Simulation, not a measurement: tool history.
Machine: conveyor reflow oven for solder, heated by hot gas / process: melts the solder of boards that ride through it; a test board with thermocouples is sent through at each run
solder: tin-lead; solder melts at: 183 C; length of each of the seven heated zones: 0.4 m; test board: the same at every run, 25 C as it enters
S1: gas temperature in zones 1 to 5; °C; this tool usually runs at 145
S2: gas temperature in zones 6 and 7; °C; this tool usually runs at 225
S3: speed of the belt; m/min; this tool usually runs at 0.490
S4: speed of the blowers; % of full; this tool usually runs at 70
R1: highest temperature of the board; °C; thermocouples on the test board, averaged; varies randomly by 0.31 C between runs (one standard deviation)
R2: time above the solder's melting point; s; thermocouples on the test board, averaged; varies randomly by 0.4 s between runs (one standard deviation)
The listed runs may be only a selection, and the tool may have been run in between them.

Run 1, hour 0.0: usual settings. Result: R1 214.1 °C, R2 75.0 s.
Run 2, hour 82.1: usual settings. Result: R1 213.6 °C, R2 73.3 s.
Run 3, hour 118.1: usual settings. Result: R1 213.3 °C, R2 74.4 s.
Run 4, hour 157.9: usual settings. Result: R1 213.9 °C, R2 73.9 s.
Run 5, hour 197.6: usual settings. Result: R1 213.4 °C, R2 73.4 s.
Run 6, hour 236.5: usual settings. Result: R1 213.2 °C, R2 73.4 s.
At hour 298.3: flux residue cleaned out of gas plates and filters.
Run 7, hour 307.5: usual settings. Result: R1 214.6 °C, R2 76.7 s.
At hour 362.1: thermocouples of zones 6 and 7 changed.
Run 8, hour 365.0: usual settings. Result: R1 213.6 °C, R2 74.9 s.
Run 9, hour 408.4: usual settings but S4 61 % of full. Result: R1 212.1 °C, R2 72.0 s.
Run 10, hour 477.8: usual settings but S4 61 % of full. Result: R1 211.8 °C, R2 71.4 s.
Run 11, hour 545.3: usual settings but S4 57 % of full. Result: R1 210.9 °C, R2 70.3 s.
Run 12, hour 627.0: usual settings but S4 63 % of full. Result: R1 211.9 °C, R2 72.7 s.
Run 13, hour 704.1: usual settings but S4 63 % of full. Result: R1 211.7 °C, R2 72.1 s.
At hour 713.2: belt drive overhauled, speed set with a stopwatch.
Run 14, hour 783.6: usual settings but S4 63 % of full. Result: R1 211.8 °C, R2 71.3 s.
At hour 842.9: flux residue cleaned out of gas plates and filters.
Run 15, hour 842.9: usual settings but S4 63 % of full. Result: R1 214.2 °C, R2 74.4 s.
At hour 878.4: belt drive overhauled, speed set with a stopwatch, once more.
Run 16, hour 898.7: usual settings but S1 159 °C, S3 0.457 m/min, S4 75 % of full. Result: R1 218.4 °C, R2 93.7 s.
Run 17, hour 934.0: usual settings but S1 159 °C, S3 0.457 m/min, S4 75 % of full. Result: R1 219.1 °C, R2 94.1 s.
Run 18, hour 992.2: usual settings but S2 219 °C, S3 0.401 m/min, S4 86 % of full. Result: R1 214.8 °C, R2 96.0 s.
Run 19, hour 1072.3: usual settings but S1 139 °C, S2 229 °C. Result: R1 216.5 °C, R2 74.2 s.
Run 20, hour 1133.0: usual settings but S1 139 °C, S4 60 % of full. Result: R1 210.7 °C, R2 66.7 s.
Run 21, hour 1205.3: usual settings but S2 232 °C, S3 0.393 m/min, S4 75 % of full. Result: R1 226.1 °C, R2 107.3 s.
Run 22, hour 1270.2: usual settings but S1 156 °C. Result: R1 215.2 °C, R2 82.3 s.
At hour 1291.4: thermocouples of zones 6 and 7 changed.
Run 23, hour 1353.0: usual settings but S1 156 °C. Result: R1 213.5 °C, R2 81.1 s.
At hour 1383.5: flux residue cleaned out of gas plates and filters.
Run 24, hour 1401.1: usual settings but S1 131 °C, S2 217 °C, S3 0.503 m/min, S4 79 % of full. Result: R1 205.8 °C, R2 58.0 s.
Run 25, hour 1443.6: usual settings but S1 131 °C, S2 217 °C, S3 0.503 m/min, S4 79 % of full. Result: R1 205.6 °C, R2 57.7 s.
Run 26, hour 1519.5: usual settings but S1 131 °C, S2 217 °C, S3 0.503 m/min, S4 79 % of full. Result: R1 205.5 °C, R2 58.0 s.
Run 27, hour 1574.9: usual settings but S1 131 °C, S2 217 °C, S3 0.513 m/min, S4 60 % of full. Result: R1 200.7 °C, R2 46.1 s.
Run 28, hour 1626.9: usual settings but S1 155 °C, S2 221 °C, S4 52 % of full. Result: R1 208.1 °C, R2 72.3 s.
Run 29, hour 1674.2: usual settings but S1 155 °C, S2 220 °C, S3 0.485 m/min, S4 83 % of full. Result: R1 212.5 °C, R2 81.0 s.
Run 30, hour 1752.1: usual settings but S1 139 °C, S2 230 °C, S3 0.549 m/min, S4 76 % of full. Result: R1 214.8 °C, R2 62.8 s.

Alternative continuations, all from the tool just after run 30; predict every row:
Run A, hour 1826.4: usual settings but S3 0.518 m/min, S4 52 % of full. Result: R1 ?, R2 ?.
Run B, hour 1826.4: usual settings but S1 139 °C, S2 230 °C, S3 0.581 m/min, S4 76 % of full. Result: R1 ?, R2 ?.
Run C, hour 1826.4: usual settings but S1 139 °C, S2 222 °C, S3 0.423 m/min, S4 61 % of full. Result: R1 ?, R2 ?.

run     R1    R2
  A  206.9  60.4
  B  212.7  57.4
  C  211.2  80.6
What these runs would have given with no unlogged condition in the tool:
run     R1    R2
  A  207.8  62.0
  B  214.5  59.6
  C  211.8  82.0

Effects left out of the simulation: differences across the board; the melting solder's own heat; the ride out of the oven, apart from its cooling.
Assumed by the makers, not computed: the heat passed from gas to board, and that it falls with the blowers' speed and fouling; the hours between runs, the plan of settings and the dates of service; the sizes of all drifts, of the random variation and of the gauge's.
